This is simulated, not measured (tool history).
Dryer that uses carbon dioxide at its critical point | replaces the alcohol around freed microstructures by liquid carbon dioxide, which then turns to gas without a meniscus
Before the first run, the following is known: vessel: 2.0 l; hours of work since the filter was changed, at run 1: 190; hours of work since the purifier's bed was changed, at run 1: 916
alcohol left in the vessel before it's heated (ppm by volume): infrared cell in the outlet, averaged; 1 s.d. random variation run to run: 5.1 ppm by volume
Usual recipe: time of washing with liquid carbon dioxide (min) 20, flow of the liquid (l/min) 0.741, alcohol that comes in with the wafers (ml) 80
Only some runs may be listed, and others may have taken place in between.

run	hour	time of washing with liquid carbon dioxide (min)	flow of the liquid (l/min)	alcohol that comes in with the wafers (ml)	hours of work since the filter was changed	hours of work since the purifier's bed was changed	alcohol left in the vessel before it's heated (ppm by volume)
1	0	20	0.741	80	190	916	154
# hour 20.8: inlet filter changed
2	31.6	16	0.741	80	7	935	271
3	69.9	14	0.741	80	30	958	509
4	90.2	20	0.741	80	43	971	129
5	135	20	0.741	80	70	998	125
6	163.3	20	0.741	80	87	1015	132
7	203.7	20	0.741	80	112	1040	134
8	233.9	20	0.741	80	131	1059	148
9	258.4	20	0.741	80	146	1074	139
10	301	20	0.741	80	172	1100	157
11	332.6	20	0.741	80	191	1119	171
# hour 353.2: inlet filter changed
12	358	12	0.741	80	3	1134	896
13	378.3	12	0.741	80	15	1147	931
14	413.7	20	0.741	80	37	1168	134
15	454.8	20	0.741	80	62	1194	138
16	490	20	0.741	80	84	1215	137
# hour 529.1: purifier's bed changed
17	535.9	20	0.741	80	110	4	91
18	554.9	30	0.869	80	122	16	3
19	590.7	20	0.741	108	144	38	132
20	630.8	19	0.741	48	168	62	89
21	675.8	20	0.841	80	196	90	52
# hour 687.3: inlet filter changed
22	719.1	20	0.841	80	20	116	38
23	748.3	20	0.841	80	37	134	42
24	776.5	20	0.841	80	55	151	40
25	809.9	12	0.474	80	75	172	3952
26	834.7	19	0.532	36	90	187	300
27	860.8	20	0.726	84	106	203	122
28	888.3	19	0.581	27	123	220	174
29	924.2	20	0.688	24	145	242	56
30	968.2	31	1.138	50	172	269	22
31	998.6	25	0.457	27	191	287	174
# hour 1019: inlet filter changed
32	1029.4	25	0.457	27	6	306	140
33	1050.1	25	0.457	27	19	318	143
34	1083.5	25	0.457	27	40	339	139

Some steps in alcohol left in the vessel before it's heated (ppm by volume), run to run, broken into two amounts with sign: the step expected even without the hidden condition (settings, incoming material, random variation), and the rest, left for the hidden condition together with whatever gauge scatter is not in both the measured and the hidden-condition-free result:
The tool's hidden condition here consists of: flow that reaches the vessel past the clogged filter, %; alcohol in the recycled carbon dioxide, ppm; drift of the gauge itself on alcohol_ppm, %.
Run 13 -> 14: time of washing with liquid carbon dioxide (min) 12 -> 20. alcohol left in the vessel before it's heated (ppm by volume) -797: hidden state -31, all else -766.
Run 16 -> 17: purifier's bed changed. alcohol left in the vessel before it's heated (ppm by volume) -46: hidden state -50, all else +4.
Run 24 -> 25: time of washing with liquid carbon dioxide (min) 20 -> 12, flow of the liquid (l/min) 0.841 -> 0.474. alcohol left in the vessel before it's heated (ppm by volume) +3912: hidden state +298, all else +3614.
Run 25 -> 26: time of washing with liquid carbon dioxide (min) 12 -> 19, flow of the liquid (l/min) 0.474 -> 0.532, alcohol that comes in with the wafers (ml) 80 -> 36. alcohol left in the vessel before it's heated (ppm by volume) -3652: hidden state -257, all else -3395.
